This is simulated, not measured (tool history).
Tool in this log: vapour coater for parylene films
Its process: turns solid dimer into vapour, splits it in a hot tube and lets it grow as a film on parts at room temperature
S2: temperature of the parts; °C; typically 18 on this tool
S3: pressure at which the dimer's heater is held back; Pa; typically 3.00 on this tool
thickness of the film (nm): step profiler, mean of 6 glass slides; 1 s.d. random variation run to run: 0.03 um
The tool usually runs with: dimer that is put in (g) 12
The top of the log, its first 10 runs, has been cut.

run 11 hour=206.0 | dimer_that_is_put_in_(g)=12 S2=18 S3=3.00 | thickness_of_the_film_(nm)=2630
run 12 hour=224.1 | dimer_that_is_put_in_(g)=12 S2=18 S3=3.00 | thickness_of_the_film_(nm)=2600
run 13 hour=248.0 | dimer_that_is_put_in_(g)=12 S2=18 S3=3.00 | thickness_of_the_film_(nm)=2680
run 14 hour=264.3 | dimer_that_is_put_in_(g)=12 S2=18 S3=6.31 | thickness_of_the_film_(nm)=2530
run 15 hour=276.3 | dimer_that_is_put_in_(g)=12 S2=18 S3=6.31 | thickness_of_the_film_(nm)=2550
run 16 hour=292.3 | dimer_that_is_put_in_(g)=12 S2=22 S3=6.31 | thickness_of_the_film_(nm)=2370
run 17 hour=306.3 | dimer_that_is_put_in_(g)=12 S2=16 S3=5.86 | thickness_of_the_film_(nm)=2610
run 18 hour=328.1 | dimer_that_is_put_in_(g)=8 S2=29 S3=4.06 | thickness_of_the_film_(nm)=1360
run 19 hour=350.3 | dimer_that_is_put_in_(g)=12 S2=18 S3=2.58 | thickness_of_the_film_(nm)=2630
run 20 hour=365.1 | dimer_that_is_put_in_(g)=13 S2=11 S3=5.86 | thickness_of_the_film_(nm)=3120
run 21 hour=387.8 | dimer_that_is_put_in_(g)=10 S2=30 S3=2.88 | thickness_of_the_film_(nm)=1720
run 22 hour=399.5 | dimer_that_is_put_in_(g)=7 S2=30 S3=8.47 | thickness_of_the_film_(nm)=1110
run 23 hour=425.0 | dimer_that_is_put_in_(g)=18 S2=18 S3=2.19 | thickness_of_the_film_(nm)=3890
run 24 hour=436.9 | dimer_that_is_put_in_(g)=9 S2=12 S3=5.05 | thickness_of_the_film_(nm)=2080
run 25 hour=463.3 | dimer_that_is_put_in_(g)=9 S2=12 S3=5.05 | thickness_of_the_film_(nm)=2110
run 26 hour=482.1 | dimer_that_is_put_in_(g)=9 S2=12 S3=5.05 | thickness_of_the_film_(nm)=2080
run 27 hour=495.3 | dimer_that_is_put_in_(g)=9 S2=12 S3=3.41 | thickness_of_the_film_(nm)=2080
run 28 hour=515.9 | dimer_that_is_put_in_(g)=12 S2=17 S3=5.83 | thickness_of_the_film_(nm)=2420
run 29 hour=531.5 | dimer_that_is_put_in_(g)=5 S2=17 S3=8.66 | thickness_of_the_film_(nm)=1000
-- hour=544.3 trap's valve overhauled
run 30 hour=557.0 | dimer_that_is_put_in_(g)=8 S2=12 S3=10.95 | thickness_of_the_film_(nm)=1960
run 31 hour=573.9 | dimer_that_is_put_in_(g)=8 S2=12 S3=10.95 | thickness_of_the_film_(nm)=1970
run 32 hour=591.5 | dimer_that_is_put_in_(g)=8 S2=12 S3=10.95 | thickness_of_the_film_(nm)=1960

Consider 3 possible next runs. They are alternatives, not a sequence: every one starts from the tool as it was left by run 32. What does each give?
run A hour=605.6 | dimer_that_is_put_in_(g)=12 S2=25 S3=3.00 | thickness_of_the_film_(nm)=?
run B hour=605.6 | dimer_that_is_put_in_(g)=21 S2=11 S3=3.74 | thickness_of_the_film_(nm)=?
run C hour=605.6 | dimer_that_is_put_in_(g)=18 S2=14 S3=10.95 | thickness_of_the_film_(nm)=?

run=A thickness_of_the_film_(nm)=2460
run=B thickness_of_the_film_(nm)=5510
run=C thickness_of_the_film_(nm)=4190
With the hidden condition removed and each run's random variation left untouched, the same runs would have given:
run=A thickness_of_the_film_(nm)=2500
run=B thickness_of_the_film_(nm)=5610
run=C thickness_of_the_film_(nm)=4260

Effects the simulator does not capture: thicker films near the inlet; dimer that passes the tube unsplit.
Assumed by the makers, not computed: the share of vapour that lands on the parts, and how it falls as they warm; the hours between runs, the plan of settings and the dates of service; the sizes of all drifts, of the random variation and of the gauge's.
